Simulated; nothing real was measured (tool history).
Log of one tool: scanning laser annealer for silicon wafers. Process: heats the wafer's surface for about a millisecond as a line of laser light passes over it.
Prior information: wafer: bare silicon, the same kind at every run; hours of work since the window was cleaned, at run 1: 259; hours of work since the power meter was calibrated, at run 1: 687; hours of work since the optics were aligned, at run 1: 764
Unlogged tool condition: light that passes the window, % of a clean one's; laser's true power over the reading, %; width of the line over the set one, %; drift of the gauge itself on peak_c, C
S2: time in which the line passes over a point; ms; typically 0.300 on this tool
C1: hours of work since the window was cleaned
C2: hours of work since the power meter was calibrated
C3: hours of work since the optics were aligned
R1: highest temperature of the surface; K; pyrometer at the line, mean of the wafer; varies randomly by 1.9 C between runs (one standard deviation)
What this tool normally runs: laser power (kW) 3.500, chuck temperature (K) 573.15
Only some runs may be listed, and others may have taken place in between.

{"run": 1, "hour": 0.0, "laser power (kW)": 3.5, "S2": 0.3, "chuck temperature (K)": 573.15, "C1": 259, "C2": 687, "C3": 764, "R1": 1364.15}
{"run": 2, "hour": 10.2, "laser power (kW)": 3.5, "S2": 0.3, "chuck temperature (K)": 573.15, "C1": 267, "C2": 695, "C3": 772, "R1": 1367.15}
{"run": 3, "hour": 23.6, "laser power (kW)": 3.5, "S2": 0.3, "chuck temperature (K)": 573.15, "C1": 278, "C2": 706, "C3": 783, "R1": 1368.15}
{"run": 4, "hour": 33.0, "laser power (kW)": 3.5, "S2": 0.3, "chuck temperature (K)": 573.15, "C1": 285, "C2": 713, "C3": 790, "R1": 1367.15}
{"run": 5, "hour": 52.3, "laser power (kW)": 3.381, "S2": 0.3, "chuck temperature (K)": 573.15, "C1": 300, "C2": 728, "C3": 805, "R1": 1333.15}
{"run": 6, "hour": 63.8, "laser power (kW)": 3.381, "S2": 0.3, "chuck temperature (K)": 602.15, "C1": 309, "C2": 737, "C3": 814, "R1": 1365.15}
{"hour": 68.6, "done": "laser's power meter calibrated"}
{"run": 7, "hour": 83.2, "laser power (kW)": 3.381, "S2": 0.3, "chuck temperature (K)": 602.15, "C1": 322, "C2": 11, "C3": 827, "R1": 1359.15}
{"run": 8, "hour": 104.2, "laser power (kW)": 3.381, "S2": 0.3, "chuck temperature (K)": 602.15, "C1": 339, "C2": 28, "C3": 844, "R1": 1359.15}
{"run": 9, "hour": 114.6, "laser power (kW)": 3.5, "S2": 0.3, "chuck temperature (K)": 551.15, "C1": 347, "C2": 36, "C3": 852, "R1": 1337.15}
{"run": 10, "hour": 127.1, "laser power (kW)": 3.5, "S2": 0.3, "chuck temperature (K)": 551.15, "C1": 357, "C2": 46, "C3": 862, "R1": 1331.15}
{"run": 11, "hour": 149.6, "laser power (kW)": 3.319, "S2": 0.334, "chuck temperature (K)": 590.15, "C1": 374, "C2": 64, "C3": 879, "R1": 1363.15}
{"hour": 167.3, "done": "laser's power meter calibrated, once more"}
{"run": 12, "hour": 173.8, "laser power (kW)": 3.319, "S2": 0.334, "chuck temperature (K)": 590.15, "C1": 391, "C2": 5, "C3": 896, "R1": 1373.15}
{"run": 13, "hour": 193.9, "laser power (kW)": 3.319, "S2": 0.334, "chuck temperature (K)": 590.15, "C1": 407, "C2": 21, "C3": 912, "R1": 1373.15}
{"run": 14, "hour": 207.5, "laser power (kW)": 3.319, "S2": 0.334, "chuck temperature (K)": 590.15, "C1": 418, "C2": 32, "C3": 923, "R1": 1375.15}
{"run": 15, "hour": 229.5, "laser power (kW)": 3.5, "S2": 0.239, "chuck temperature (K)": 536.15, "C1": 435, "C2": 49, "C3": 940, "R1": 1251.15}
{"run": 16, "hour": 242.4, "laser power (kW)": 3.5, "S2": 0.239, "chuck temperature (K)": 564.15, "C1": 445, "C2": 59, "C3": 950, "R1": 1273.15}
{"run": 17, "hour": 253.8, "laser power (kW)": 3.83, "S2": 0.361, "chuck temperature (K)": 564.15, "C1": 454, "C2": 68, "C3": 959, "R1": 1510.15}
{"run": 18, "hour": 268.1, "laser power (kW)": 3.039, "S2": 0.249, "chuck temperature (K)": 573.15, "C1": 465, "C2": 79, "C3": 970, "R1": 1192.15}
{"run": 19, "hour": 282.0, "laser power (kW)": 3.777, "S2": 0.249, "chuck temperature (K)": 568.15, "C1": 476, "C2": 90, "C3": 981, "R1": 1350.15}
{"run": 20, "hour": 298.1, "laser power (kW)": 3.777, "S2": 0.249, "chuck temperature (K)": 568.15, "C1": 489, "C2": 103, "C3": 994, "R1": 1346.15}

What if the next run were any one of these 4? Each begins from the tool's condition after run 20:
{"run": "A", "hour": 320.6, "laser power (kW)": 3.322, "S2": 0.344, "chuck temperature (K)": 606.15, "C1": 506, "C2": 120, "C3": 1011, "R1": "?"}
{"run": "B", "hour": 320.6, "laser power (kW)": 3.777, "S2": 0.236, "chuck temperature (K)": 568.15, "C1": 506, "C2": 120, "C3": 1011, "R1": "?"}
{"run": "C", "hour": 320.6, "laser power (kW)": 3.726, "S2": 0.266, "chuck temperature (K)": 573.15, "C1": 506, "C2": 120, "C3": 1011, "R1": "?"}
{"run": "D", "hour": 320.6, "laser power (kW)": 3.226, "S2": 0.249, "chuck temperature (K)": 576.15, "C1": 506, "C2": 120, "C3": 1011, "R1": "?"}

run=A R1=1397.15
run=B R1=1329.15
run=C R1=1369.15
run=D R1=1236.15
With no hidden state in the tool, these same runs would have given:
run=A R1=1432.15
run=B R1=1363.15
run=C R1=1405.15
run=D R1=1266.15
